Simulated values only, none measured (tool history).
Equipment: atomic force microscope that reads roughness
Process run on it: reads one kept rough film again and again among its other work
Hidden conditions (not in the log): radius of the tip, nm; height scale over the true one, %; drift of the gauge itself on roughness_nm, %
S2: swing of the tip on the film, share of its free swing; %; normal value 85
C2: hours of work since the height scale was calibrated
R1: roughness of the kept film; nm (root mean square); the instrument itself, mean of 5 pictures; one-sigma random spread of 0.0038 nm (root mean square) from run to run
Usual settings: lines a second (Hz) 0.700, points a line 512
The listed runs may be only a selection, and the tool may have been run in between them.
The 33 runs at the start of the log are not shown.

At hour 434.7: new tip fitted.
Run 34, hour 442.0: usual settings but lines a second (Hz) 2.288, S2 84 %, points a line 666; pictures with this tip 16; C2 502. Result: R1 0.639 nm (root mean square).
Run 35, hour 453.0: usual settings but lines a second (Hz) 2.288, S2 84 %, points a line 666; pictures with this tip 41; C2 510. Result: R1 0.634 nm (root mean square).
Run 36, hour 462.0: usual settings but lines a second (Hz) 1.753, S2 69 %, points a line 288; pictures with this tip 61; C2 516. Result: R1 0.714 nm (root mean square).
Run 37, hour 480.0: usual settings but S2 57 %, points a line 296; pictures with this tip 100; C2 529. Result: R1 0.755 nm (root mean square).
Run 38, hour 491.0: usual settings but lines a second (Hz) 2.845, S2 57 %, points a line 630; pictures with this tip 124; C2 537. Result: R1 0.720 nm (root mean square).
Run 39, hour 509.1: usual settings but lines a second (Hz) 1.237, S2 62 %, points a line 586; pictures with this tip 164; C2 550. Result: R1 0.743 nm (root mean square).
Run 40, hour 526.7: usual settings but lines a second (Hz) 1.257, S2 56 %; pictures with this tip 203; C2 563. Result: R1 0.740 nm (root mean square).
Run 41, hour 544.9: usual settings but lines a second (Hz) 1.257, S2 56 %; pictures with this tip 243; C2 576. Result: R1 0.729 nm (root mean square).
Run 42, hour 559.7: usual settings but lines a second (Hz) 0.616, S2 56 %, points a line 332; pictures with this tip 276; C2 586. Result: R1 0.730 nm (root mean square).
Run 43, hour 572.7: usual settings but lines a second (Hz) 0.616, S2 56 %, points a line 332; pictures with this tip 304; C2 595. Result: R1 0.720 nm (root mean square).
Run 44, hour 581.0: usual settings but lines a second (Hz) 1.554; pictures with this tip 323; C2 601. Result: R1 0.626 nm (root mean square).
At hour 586.3: new tip fitted.
Run 45, hour 591.5: usual settings but lines a second (Hz) 1.554; pictures with this tip 12; C2 608. Result: R1 0.678 nm (root mean square).
Run 46, hour 600.3: usual settings but lines a second (Hz) 0.847, S2 74 %, points a line 487; pictures with this tip 31; C2 615. Result: R1 0.746 nm (root mean square).
Run 47, hour 618.1: usual settings but points a line 614; pictures with this tip 70; C2 627. Result: R1 0.722 nm (root mean square).
Run 48, hour 627.2: usual settings but points a line 614; pictures with this tip 90; C2 634. Result: R1 0.724 nm (root mean square).
Run 49, hour 639.9: usual settings but lines a second (Hz) 1.659, S2 56 %, points a line 425; pictures with this tip 119; C2 643. Result: R1 0.746 nm (root mean square).
Run 50, hour 649.1: usual settings but lines a second (Hz) 0.582, S2 59 %, points a line 797; pictures with this tip 139; C2 650. Result: R1 0.763 nm (root mean square).
Run 51, hour 662.0: usual settings but lines a second (Hz) 0.582, S2 59 %, points a line 797; pictures with this tip 167; C2 659. Result: R1 0.761 nm (root mean square).
Run 52, hour 672.2: usual settings but lines a second (Hz) 0.582, S2 62 %, points a line 473; pictures with this tip 190; C2 666. Result: R1 0.747 nm (root mean square).

Here are 5 independent what-if runs from the current tool condition. What would each one return?
Run A, hour 682.5: usual settings but lines a second (Hz) 1.040, S2 84 %, points a line 497; pictures with this tip 212; C2 673. Result: R1 ?.
Run B, hour 682.5: usual settings but lines a second (Hz) 1.391, S2 62 %, points a line 297; pictures with this tip 212; C2 673. Result: R1 ?.
Run C, hour 682.5: usual settings but lines a second (Hz) 0.582, S2 76 %, points a line 473; pictures with this tip 212; C2 673. Result: R1 ?.
Run D, hour 682.5: usual settings but lines a second (Hz) 0.582, S2 64 %, points a line 473; pictures with this tip 212; C2 673. Result: R1 ?.
Run E, hour 682.5: usual settings but lines a second (Hz) 2.280; pictures with this tip 212; C2 673. Result: R1 ?.

run     R1
  A  0.683
  B  0.713
  C  0.723
  D  0.739
  E  0.596
Without the tool's hidden state the same runs would have given:
run     R1
  A  0.720
  B  0.752
  C  0.762
  D  0.779
  E  0.628
